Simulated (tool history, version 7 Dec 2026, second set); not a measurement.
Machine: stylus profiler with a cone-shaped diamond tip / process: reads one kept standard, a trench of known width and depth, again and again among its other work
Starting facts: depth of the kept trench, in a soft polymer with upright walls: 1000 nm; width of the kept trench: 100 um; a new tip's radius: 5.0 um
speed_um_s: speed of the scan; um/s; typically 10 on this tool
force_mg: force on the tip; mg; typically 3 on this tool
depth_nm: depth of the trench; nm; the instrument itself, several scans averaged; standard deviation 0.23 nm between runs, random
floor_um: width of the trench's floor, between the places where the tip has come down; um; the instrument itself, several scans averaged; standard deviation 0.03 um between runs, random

run	day	speed_um_s	force_mg	depth_nm	floor_um
1	0	10	3	1019.36	93.82
2	0.688	10	3	1019.48	93.85
3	1.7	10	3	1019.69	93.88
4	2.271	10	8.65	1039.92	93.82
5	3.012	10	3	1019.6	93.86
6	3.483	10	3.89	1023.28	93.83
7	4.421	10	3.89	1023.32	93.81
8	5.038	10	3.89	1023.36	93.87
9	5.933	10	3.89	1023.07	93.83
10	6.742	10	3.89	1022.98	93.78
11	7.467	10	3.89	1023.33	93.81
12	7.908	10	3.89	1023.3	93.81
13	8.608	10	3.89	1023.22	93.76
14	9.033	10	3.89	1022.67	93.82
15	9.9	10	3	1019.09	93.79
16	10.375	7	3	1018.74	93.84
17	10.867	7	3	1019.1	93.77
18	11.325	7	3	1019.2	93.78
19	12.154	10	3	1019.06	93.78
20	13.125	10	3	1019.1	93.74
21	13.833	10	3	1019.49	93.76
22	14.562	10	3	1018.87	93.78
23	15.446	10	4.25	1024.48	93.75
24	15.983	10	4.25	1024.27	93.72
25	16.425	3	1.89	1013.58	93.8
26	16.967	2	6.76	1033.76	93.78
27	17.529	19	1.1	1008.98	93.65
28	18.546	5	1.1	1008.72	93.7
29	19.3	22	6.18	1031.24	93.69

What will run 30 give?
30	20.258	35	6.64	?	?

For run 30 the tool returned depth_nm 1032.98 nm, floor_um 93.63 um.
On a tool with no hidden condition, and with the same random variation, this run would have come out at depth_nm 1034.11 nm, floor_um 93.88 um.

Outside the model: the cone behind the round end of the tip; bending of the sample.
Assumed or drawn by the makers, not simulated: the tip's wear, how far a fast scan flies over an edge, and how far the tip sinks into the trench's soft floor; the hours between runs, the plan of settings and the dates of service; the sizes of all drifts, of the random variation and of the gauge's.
